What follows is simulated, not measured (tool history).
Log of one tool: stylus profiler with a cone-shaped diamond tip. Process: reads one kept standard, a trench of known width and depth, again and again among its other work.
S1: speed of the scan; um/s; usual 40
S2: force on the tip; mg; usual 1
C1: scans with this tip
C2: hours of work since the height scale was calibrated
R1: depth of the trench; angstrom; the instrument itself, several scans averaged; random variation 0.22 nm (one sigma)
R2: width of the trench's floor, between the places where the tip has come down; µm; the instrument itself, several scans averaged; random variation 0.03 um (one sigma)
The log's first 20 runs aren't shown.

run    hour  S1    S2     C1    C2       R1     R2
 21   680.2  74  0.98   8798   818  10056.9  13.71
 22     713  22  1.47   9043   841  10073.4  13.95
 23   759.5  25  1.76   9391   873  10083.6  13.95
 24   798.3  25  1.76   9681   900  10083.6  13.94
 25   838.4  25  1.76   9980   928  10084.5  13.92
 26   872.5  18  0.64  10235   951  10045.2  13.97
 27   917.6  45  0.45  10573   983  10029.3  13.75
 28   966.1  32  0.45  10935  1017  10034.7  13.83
 29    1005  30  2.68  11225  1044  10106.9  13.93
 30  1038.8  30  2.68  11478  1067  10110.7  13.98
 31  1069.4  71     1  11707  1088  10058.7  13.75
 32  1108.3  71     1  11998  1115  10058.4  13.71
 33  1134.6  10     1  12195  1134    10056     14

Forecast each of these 4 alternatives for the next run:
  A  1155.7  10  0.45  12352  1148   ?   ?
  B  1155.7  10  0.38  12352  1148   ?   ?
  C  1155.7  14  0.37  12352  1148   ?   ?
  D  1155.7  40  2.66  12352  1148   ?   ?

run       R1     R2
  A  10032.4  13.91
  B  10030.2  13.92
  C    10028  13.91
  D    10111   13.9
Without the tool's hidden state the same runs would have given:
run       R1     R2
  A  10032.5  13.92
  B  10030.3  13.93
  C  10028.1  13.92
  D  10111.1  13.91
